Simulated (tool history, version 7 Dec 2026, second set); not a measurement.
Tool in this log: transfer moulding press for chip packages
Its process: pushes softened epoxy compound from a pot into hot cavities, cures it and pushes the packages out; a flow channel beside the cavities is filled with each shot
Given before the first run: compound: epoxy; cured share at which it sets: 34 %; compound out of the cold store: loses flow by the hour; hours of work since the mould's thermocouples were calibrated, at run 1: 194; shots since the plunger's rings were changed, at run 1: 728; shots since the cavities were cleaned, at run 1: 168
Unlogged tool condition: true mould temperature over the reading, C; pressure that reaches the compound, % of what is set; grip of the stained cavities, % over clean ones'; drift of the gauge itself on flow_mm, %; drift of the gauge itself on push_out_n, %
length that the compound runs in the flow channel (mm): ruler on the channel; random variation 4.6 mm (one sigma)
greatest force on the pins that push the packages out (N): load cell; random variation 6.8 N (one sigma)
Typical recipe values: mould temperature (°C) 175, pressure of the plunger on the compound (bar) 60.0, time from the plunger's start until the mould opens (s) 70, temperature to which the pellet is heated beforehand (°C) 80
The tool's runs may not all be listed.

run	day	mould temperature (°C)	pressure of the plunger on the compound (bar)	time from the plunger's start until the mould opens (s)	temperature to which the pellet is heated beforehand (°C)	hours of work since the mould's thermocouples were calibrated	shots since the plunger's rings were changed	shots since the cavities were cleaned	incoming compound's hours out of the cold store	length that the compound runs in the flow channel (mm)	greatest force on the pins that push the packages out (N)
1	0.000	175	60.0	70	80	194	728	168	37.4	554	275
2	0.412	175	60.0	70	80	198	821	261	12.7	637	280
3	0.775	175	60.0	70	80	201	902	342	41.7	532	264
4	1.229	175	60.0	70	80	205	1004	444	8.2	653	301
5	1.575	175	60.0	70	80	209	1083	523	8.7	646	294
# day 1.942: cavities cleaned with cleaning compound and waxed
6	2.162	175	60.0	70	80	214	1200	49	23.3	593	282
7	2.575	175	60.0	70	80	218	1293	142	33.4	559	277
8	3.008	175	60.0	70	80	222	1391	240	30.3	575	277
9	3.533	175	60.0	70	80	227	1509	358	9.2	644	300
10	3.875	181	60.9	80	77	230	1585	434	13.0	621	198
11	4.296	182	55.7	70	80	234	1680	529	21.1	559	208
# day 4.612: cavities cleaned with cleaning compound and waxed
12	4.729	178	56.5	73	75	238	1763	26	37.7	520	216
13	5.238	175	60.0	62	73	243	1878	141	42.3	527	349
14	5.579	181	48.9	91	80	246	1955	218	11.7	564	189
15	5.896	181	48.9	91	80	249	2026	289	44.1	463	191
16	6.275	175	60.0	108	80	253	2111	374	14.6	622	186
17	6.646	174	60.0	55	80	256	2195	458	8.5	653	594
18	7.154	175	60.0	75	85	261	2309	572	40.2	546	232

Hidden condition of the tool, last listed run before each entry between runs versus first listed run after:
After run 5, before run 6: cavities cleaned with cleaning compound and waxed (day 1.942)
  pressure that reaches the compound, % of what is set: 99.92 -> 99.91; grip of the stained cavities, % over clean ones': 1.3 -> 0.2
  measured minus no-state result, greatest force on the pins that push the packages out (N): +3 -> +0
After run 11, before run 12: cavities cleaned with cleaning compound and waxed (day 4.612)
  pressure that reaches the compound, % of what is set: 99.88 -> 99.87; grip of the stained cavities, % over clean ones': 1.3 -> 0.1
  measured minus no-state result, greatest force on the pins that push the packages out (N): +3 -> +0
